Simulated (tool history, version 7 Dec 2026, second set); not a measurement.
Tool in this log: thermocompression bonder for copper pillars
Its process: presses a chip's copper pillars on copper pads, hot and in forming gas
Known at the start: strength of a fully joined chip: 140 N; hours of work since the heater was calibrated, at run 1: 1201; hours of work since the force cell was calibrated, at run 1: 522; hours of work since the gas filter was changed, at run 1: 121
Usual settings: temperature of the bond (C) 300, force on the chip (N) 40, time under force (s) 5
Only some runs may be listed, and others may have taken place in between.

run,hour,temperature of the bond (C),force on the chip (N),time under force (s),hours of work since the heater was calibrated,hours of work since the force cell was calibrated,hours of work since the gas filter was changed,force that shears a chip off (N)
1,0.0,300,40,5,1201,522,121,54.3
# hour 7.4: forming gas filter changed
2,41.0,300,40,5,1223,544,17,56.7
3,109.1,300,40,5,1258,579,53,54.2
4,155.8,300,40,5,1282,603,77,56.5
5,195.1,300,40,5,1303,624,98,54.4
6,238.5,300,40,5,1325,646,120,53.3
# hour 250.3: forming gas filter changed
7,272.3,300,40,5,1343,664,11,55.5
8,339.0,300,40,5,1377,698,46,56.7
# hour 365.9: force cell calibrated
9,408.6,300,40,5,1413,22,82,52.8
10,480.8,300,40,5,1450,60,119,52.8
# hour 493.6: forming gas filter changed
11,532.5,300,51,5,1477,86,20,61.6
# hour 550.4: heater calibrated with a thermocouple chip
12,598.8,300,51,5,25,120,54,67.1
13,668.1,300,51,5,61,156,90,68.0

Predict the results of run 14:
# hour 737.7: forming gas filter changed
14,742.4,300,51,6,100,194,2,?

{"run 14": {"force that shears a chip off (N)": 73.7}}
The same run, on a tool lacking any hidden state, would have yielded force that shears a chip off (N) 74.3.
